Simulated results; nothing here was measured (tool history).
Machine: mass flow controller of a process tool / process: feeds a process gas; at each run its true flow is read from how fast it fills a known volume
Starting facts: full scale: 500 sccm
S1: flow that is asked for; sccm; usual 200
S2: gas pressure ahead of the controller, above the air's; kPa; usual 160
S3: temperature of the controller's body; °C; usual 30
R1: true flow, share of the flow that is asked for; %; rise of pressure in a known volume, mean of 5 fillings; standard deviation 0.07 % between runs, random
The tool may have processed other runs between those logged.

run 1 day=0 | S1=200 S2=160 S3=30 | R1=100.68
run 2 day=16.812 | S1=200 S2=160 S3=30 | R1=101.07
run 3 day=29.038 | S1=200 S2=186 S3=30 | R1=101.23
run 4 day=43.904 | S1=200 S2=186 S3=30 | R1=101.46
run 5 day=57.4 | S1=200 S2=186 S3=30 | R1=101.58
run 6 day=73.896 | S1=200 S2=160 S3=30 | R1=101.54
run 7 day=82.379 | S1=200 S2=160 S3=30 | R1=101.63
run 8 day=94.333 | S1=200 S2=160 S3=30 | R1=101.7
run 9 day=112.008 | S1=200 S2=160 S3=30 | R1=101.94
run 10 day=122.45 | S1=200 S2=160 S3=30 | R1=102.19
run 11 day=132.488 | S1=200 S2=161 S3=30 | R1=102.2
run 12 day=149.846 | S1=200 S2=161 S3=30 | R1=102.33
run 13 day=159.004 | S1=200 S2=160 S3=30 | R1=102.6
run 14 day=175.321 | S1=200 S2=160 S3=30 | R1=102.62
run 15 day=183.346 | S1=200 S2=160 S3=30 | R1=102.7
run 16 day=192.871 | S1=200 S2=160 S3=30 | R1=102.8
run 17 day=201.325 | S1=200 S2=160 S3=30 | R1=102.98
run 18 day=218.979 | S1=149 S2=236 S3=30 | R1=103.85
run 19 day=236.533 | S1=149 S2=262 S3=30 | R1=104.24
run 20 day=248.329 | S1=149 S2=262 S3=30 | R1=104.35
run 21 day=257.117 | S1=354 S2=260 S3=39 | R1=103.37
run 22 day=265.454 | S1=123 S2=260 S3=39 | R1=104.35
run 23 day=281.029 | S1=470 S2=197 S3=21 | R1=104.31
run 24 day=294.054 | S1=474 S2=224 S3=23 | R1=104.46
run 25 day=304.571 | S1=474 S2=224 S3=23 | R1=104.77
run 26 day=319.429 | S1=436 S2=278 S3=23 | R1=105.04
run 27 day=334.308 | S1=436 S2=203 S3=23 | R1=104.52
run 28 day=352.908 | S1=294 S2=153 S3=32 | R1=104.09
-- day=370.529 controller exchanged for a calibrated one
run 29 day=370.529 | S1=57 S2=153 S3=20 | R1=98.88
run 30 day=379.662 | S1=76 S2=217 S3=20 | R1=99.62
run 31 day=389.875 | S1=76 S2=217 S3=20 | R1=99.79
run 32 day=407.567 | S1=200 S2=157 S3=30 | R1=99.28

Predict the results of run 33:
run 33 day=418.7 | S1=58 S2=155 S3=26 | R1=?

For run 33 the tool returned R1 99.55 %.
The same run, on a tool lacking any hidden state, would have yielded R1 98.76 %.
